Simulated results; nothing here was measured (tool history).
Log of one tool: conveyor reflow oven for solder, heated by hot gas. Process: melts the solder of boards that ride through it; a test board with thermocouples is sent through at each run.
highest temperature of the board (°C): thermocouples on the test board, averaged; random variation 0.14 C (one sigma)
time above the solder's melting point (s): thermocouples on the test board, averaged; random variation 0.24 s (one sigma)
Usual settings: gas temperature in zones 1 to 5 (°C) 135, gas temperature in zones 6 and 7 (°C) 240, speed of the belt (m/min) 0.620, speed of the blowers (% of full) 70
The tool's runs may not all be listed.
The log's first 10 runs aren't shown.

run	hour	gas temperature in zones 1 to 5 (°C)	gas temperature in zones 6 and 7 (°C)	speed of the belt (m/min)	speed of the blowers (% of full)	hours of work since the flux was cleaned out	hours of work since the belt drive was overhauled	hours of work since the thermocouples were changed	highest temperature of the board (°C)	time above the solder's melting point (s)
11	210.7	135	240	0.668	70	142	578	1092	217.5	52.2
12	232.0	135	250	0.620	70	151	588	1101	229.0	65.1
13	243.6	135	250	0.620	70	156	593	1106	229.0	65.0
14	269.8	135	250	0.620	70	168	604	1118	228.9	65.0
15	286.9	135	250	0.620	70	175	612	1125	229.0	64.7
16	313.2	135	250	0.620	70	187	623	1137	228.8	64.5
17	327.2	135	250	0.620	70	193	629	1143	228.6	64.9
18	350.5	135	250	0.620	70	203	640	1153	228.5	64.6
19	376.2	135	250	0.620	70	214	651	1164	228.6	64.9
20	389.7	145	228	0.737	60	220	657	1170	203.2	36.5
21	417.1	145	228	0.557	60	232	669	1182	213.8	63.8
22	431.1	131	243	0.547	62	238	675	1188	224.5	69.3
23	447.7	128	233	0.547	62	245	682	1195	215.4	60.3
24	459.3	140	236	0.620	70	251	687	1200	217.8	58.7
25	471.5	140	236	0.620	70	256	692	1206	217.7	58.6
26	490.6	131	240	0.534	56	264	701	1214	220.9	68.5
# hour 505.8: flux residue cleaned out of gas plates and filters
27	512.3	135	240	0.547	79	3	708	1221	228.7	74.5
28	529.7	135	240	0.547	79	10	716	1229	228.6	73.3
29	544.0	135	240	0.727	79	17	722	1235	217.9	48.3
30	561.0	148	238	0.519	50	24	729	1243	223.6	80.0

Forecast each of these 4 alternatives for the next run:
A	579.5	135	240	0.723	70	32	738	1251	?	?
B	579.5	135	240	0.620	68	32	738	1251	?	?
C	579.5	149	240	0.620	70	32	738	1251	?	?
D	579.5	139	240	0.620	67	32	738	1251	?	?

run	highest temperature of the board (°C)	time above the solder's melting point (s)
A	215.6	46.6
B	221.4	60.0
C	225.2	67.6
D	222.1	62.2
Without the tool's hidden state the same runs would have given:
run	highest temperature of the board (°C)	time above the solder's melting point (s)
A	212.2	43.4
B	217.8	56.5
C	221.6	64.4
D	218.5	58.8
